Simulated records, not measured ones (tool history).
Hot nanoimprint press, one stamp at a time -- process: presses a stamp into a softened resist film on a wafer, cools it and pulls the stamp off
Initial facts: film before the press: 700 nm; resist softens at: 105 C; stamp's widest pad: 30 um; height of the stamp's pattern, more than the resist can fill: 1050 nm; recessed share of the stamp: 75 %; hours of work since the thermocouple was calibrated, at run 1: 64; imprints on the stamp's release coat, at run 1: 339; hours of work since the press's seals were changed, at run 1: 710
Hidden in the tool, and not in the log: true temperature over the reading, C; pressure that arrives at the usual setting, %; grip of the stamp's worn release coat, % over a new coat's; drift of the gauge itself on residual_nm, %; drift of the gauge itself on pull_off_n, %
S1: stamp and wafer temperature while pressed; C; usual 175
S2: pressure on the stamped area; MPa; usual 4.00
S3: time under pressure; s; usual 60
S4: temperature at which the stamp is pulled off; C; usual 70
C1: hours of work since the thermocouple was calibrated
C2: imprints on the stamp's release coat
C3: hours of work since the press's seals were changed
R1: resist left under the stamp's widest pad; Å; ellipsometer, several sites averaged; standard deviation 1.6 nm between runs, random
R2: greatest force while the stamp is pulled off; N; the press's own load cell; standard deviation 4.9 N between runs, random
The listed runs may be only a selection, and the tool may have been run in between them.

run	hour	S1	S2	S3	S4	C1	C2	C3	R1	R2
1	0.0	175	4.00	60	70	64	339	710	2574	245
2	76.7	175	4.00	52	70	101	532	747	2754	249
3	143.6	175	4.00	51	70	133	701	779	2753	261
4	201.4	175	4.00	51	70	161	847	806	2784	274
5	269.4	175	4.00	51	70	193	1018	839	2811	263
6	326.4	175	4.00	60	66	220	1162	866	2651	279
# hour 392.3: press's hydraulic seals changed and the load cell set to zero
7	397.1	175	4.00	60	66	250	1320	2	2558	291
8	446.6	175	4.00	60	66	274	1445	26	2595	301
9	517.3	175	4.00	60	66	308	1623	60	2598	301
10	594.8	178	4.00	60	57	345	1818	97	2303	336
11	655.9	165	5.80	32	57	374	1972	126	4191	351
# hour 673.1: plate thermocouple calibrated
12	738.1	175	2.79	60	62	31	2172	164	2951	327
13	805.2	186	2.79	49	57	63	2341	196	2107	366
# hour 826.2: stamp cleaned and given a new release coat
14	895.7	175	4.00	118	56	104	175	236	1907	283
15	977.2	185	3.62	60	70	143	381	275	1771	251
16	1012.8	165	2.86	68	71	160	470	292	4308	245
17	1082.7	180	3.13	60	65	193	647	326	2342	277

Some steps in R1 between neighbouring runs. How much of each would the tool show without its hidden state too (settings, what came in, random variation), and how much is left for the hidden state, with any gauge scatter that isn't in both results?
Run 11 -> 12: S1 165 -> 175, S2 5.80 -> 2.79, S3 32 -> 60, S4 57 -> 62, plate thermocouple calibrated. R1 -1240 Å: hidden state -248, all else -992.
Run 15 -> 16: S1 185 -> 165, S2 3.62 -> 2.86, S3 60 -> 68, S4 70 -> 71. R1 +2537 Å: hidden state +57, all else +2480.

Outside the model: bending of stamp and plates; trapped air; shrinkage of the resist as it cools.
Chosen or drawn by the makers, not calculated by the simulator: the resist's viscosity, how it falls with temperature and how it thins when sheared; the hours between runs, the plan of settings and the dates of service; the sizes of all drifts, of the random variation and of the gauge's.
